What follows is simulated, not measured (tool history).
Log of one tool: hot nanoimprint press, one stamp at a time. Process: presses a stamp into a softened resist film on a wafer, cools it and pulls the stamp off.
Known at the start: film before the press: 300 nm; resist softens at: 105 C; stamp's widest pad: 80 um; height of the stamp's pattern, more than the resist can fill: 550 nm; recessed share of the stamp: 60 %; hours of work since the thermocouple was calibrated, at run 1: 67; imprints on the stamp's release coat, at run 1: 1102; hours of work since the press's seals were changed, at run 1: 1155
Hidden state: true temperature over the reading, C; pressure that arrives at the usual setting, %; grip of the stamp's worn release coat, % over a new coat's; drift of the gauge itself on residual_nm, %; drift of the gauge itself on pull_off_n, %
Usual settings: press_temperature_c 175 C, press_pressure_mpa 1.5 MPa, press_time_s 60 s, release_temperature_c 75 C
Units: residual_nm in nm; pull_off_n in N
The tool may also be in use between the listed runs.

run   hour  press_temperature_c  press_pressure_mpa  press_time_s  release_temperature_c  hours of work since the thermocouple was calibrated  imprints on the stamp's release coat  hours of work since the press's seals were changed  residual_nm  pull_off_n
  1      0                  175                 1.5            60                     75                                                   67                                  1102                                                1155        178.3         290
      41.8  -- stamp cleaned and given a new release coat
  2     48                  172                 1.5            60                     75                                                   94                                    29                                                1182        201.3         191
  3   81.6                  172                 1.5            60                     75                                                  116                                   183                                                1203        199.4         206
     107.1  -- press's hydraulic seals changed and the load cell set to zero
  4  118.8                  172                 1.5            60                     75                                                  134                                   317                                                   8        191.8         219
  5  147.7                  172                 1.5            60                     75                                                  153                                   449                                                  26        191.4         230
     156.9  -- plate thermocouple calibrated
  6  178.1                  172                 1.5            60                     75                                                   14                                   575                                                  44        193.7         251
  7  232.8                  172                 1.5            60                     62                                                   49                                   825                                                  79        196.3         328

Forecast run 8:
  8  287.1                  172                 1.5            60                     62                                                   84                                  1075                                                 114            ?           ?

Run 8 gave residual_nm 195.2 nm, pull_off_n 360 N.
Without the tool's hidden state the same run would have given residual_nm 187.6 nm, pull_off_n 239 N.
